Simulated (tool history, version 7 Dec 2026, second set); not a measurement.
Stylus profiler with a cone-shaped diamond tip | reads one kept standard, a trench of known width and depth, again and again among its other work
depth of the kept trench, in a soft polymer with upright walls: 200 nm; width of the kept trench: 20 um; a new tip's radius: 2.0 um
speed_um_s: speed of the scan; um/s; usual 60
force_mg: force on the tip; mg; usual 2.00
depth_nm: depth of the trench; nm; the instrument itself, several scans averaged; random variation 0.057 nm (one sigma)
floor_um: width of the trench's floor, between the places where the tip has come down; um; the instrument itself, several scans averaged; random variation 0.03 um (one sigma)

run	hour	speed_um_s	force_mg	depth_nm	floor_um
1	0.0	60	2.00	202.55	17.92
2	51.5	60	2.00	202.57	17.88
3	103.0	88	2.00	202.58	17.80
4	146.4	88	2.00	202.55	17.77
5	208.8	88	2.00	202.56	17.65
6	270.8	88	2.00	202.58	17.63
7	343.6	60	2.00	202.78	17.70
8	407.2	60	4.15	204.27	17.68
9	453.0	115	2.00	202.73	17.40
10	541.2	115	2.00	202.79	17.36
11	598.6	47	2.00	202.74	17.52
12	675.0	47	2.00	202.84	17.51
13	771.7	47	4.60	204.62	17.46
14	832.1	47	4.60	204.69	17.44
15	924.4	47	4.60	204.78	17.40
16	972.9	207	0.70	201.62	16.42
17	1065.2	207	1.19	202.04	16.57
18	1126.7	117	1.77	202.79	16.98
# hour 1133.9: height scale calibrated on a step standard
19	1204.2	37	5.25	205.34	17.28
20	1286.3	15	5.66	205.72	17.32
21	1333.2	15	5.66	205.71	17.31
# hour 1362.4: height scale calibrated on a step standard, once more
22	1413.0	41	1.55	202.19	17.08
23	1483.4	41	1.55	202.21	17.03
24	1551.9	41	1.55	202.22	17.08
25	1637.6	46	1.97	202.63	16.98
26	1707.6	46	1.97	202.57	16.91
27	1748.1	99	1.97	202.57	16.77

4 ways to go on from here, each from the tool as it stands after run 27. What would each give?
A	1832.4	30	2.00	?	?
B	1832.4	60	3.11	?	?
C	1832.4	104	4.98	?	?
D	1832.4	145	0.70	?	?

run	depth_nm	floor_um
A	202.63	16.98
B	203.50	16.81
C	204.85	16.79
D	201.48	16.22
Without the tool's hidden state the same runs would have given:
run	depth_nm	floor_um
A	202.46	18.21
B	203.33	18.05
C	204.67	18.02
D	201.30	17.46
